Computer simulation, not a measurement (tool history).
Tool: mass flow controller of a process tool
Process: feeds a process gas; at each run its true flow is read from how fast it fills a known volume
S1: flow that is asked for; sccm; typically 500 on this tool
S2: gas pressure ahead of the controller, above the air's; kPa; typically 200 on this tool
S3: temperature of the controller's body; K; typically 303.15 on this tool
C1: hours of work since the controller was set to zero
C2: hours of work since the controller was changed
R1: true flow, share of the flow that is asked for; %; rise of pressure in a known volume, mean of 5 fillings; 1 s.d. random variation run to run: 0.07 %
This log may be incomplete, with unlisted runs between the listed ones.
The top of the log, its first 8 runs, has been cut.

Run 9, hour 2294.6: usual settings but S2 173 kPa; C1 1532; C2 1532. Result: R1 99.77 %.
Run 10, hour 2642.4: usual settings but S2 173 kPa; C1 1737; C2 1737. Result: R1 99.88 %.
Run 11, hour 2824.5: usual settings but S2 173 kPa; C1 1845; C2 1845. Result: R1 99.82 %.
Run 12, hour 3181.8: usual settings but S2 209 kPa; C1 2056; C2 2056. Result: R1 99.79 %.
Run 13, hour 3556.6: usual settings but S2 209 kPa, S3 295.15 K; C1 2278; C2 2278. Result: R1 100.63 %.
Run 14, hour 3977: usual settings but S1 258 sccm; C1 2526; C2 2526. Result: R1 100.28 %.
Run 15, hour 4387.7: usual settings but S1 258 sccm, S3 312.15 K; C1 2769; C2 2769. Result: R1 99.72 %.
Run 16, hour 4580.2: usual settings but S1 258 sccm, S3 312.15 K; C1 2883; C2 2883. Result: R1 99.68 %.
Run 17, hour 4826.6: usual settings but S1 748 sccm; C1 3028; C2 3028. Result: R1 100.53 %.
Run 18, hour 5097.7: usual settings but S1 748 sccm; C1 3189; C2 3189. Result: R1 100.56 %.
Run 19, hour 5462.4: usual settings but S1 748 sccm; C1 3404; C2 3404. Result: R1 100.69 %.
Run 20, hour 5739.7: usual settings but S1 209 sccm, S3 311.15 K; C1 3568; C2 3568. Result: R1 100.45 %.
Run 21, hour 6085.9: usual settings but S1 134 sccm, S2 143 kPa, S3 308.15 K; C1 3773; C2 3773. Result: R1 101.98 %.

Run 22 has not been measured yet. What should we expect?
Run 22, hour 6490: usual settings but S1 134 sccm, S2 143 kPa, S3 308.15 K; C1 4011; C2 4011. Result: R1 ?.

Run 22 measured R1 102.09 %.
Minus the tool's unlogged condition, the same run would have read R1 97.99 %.
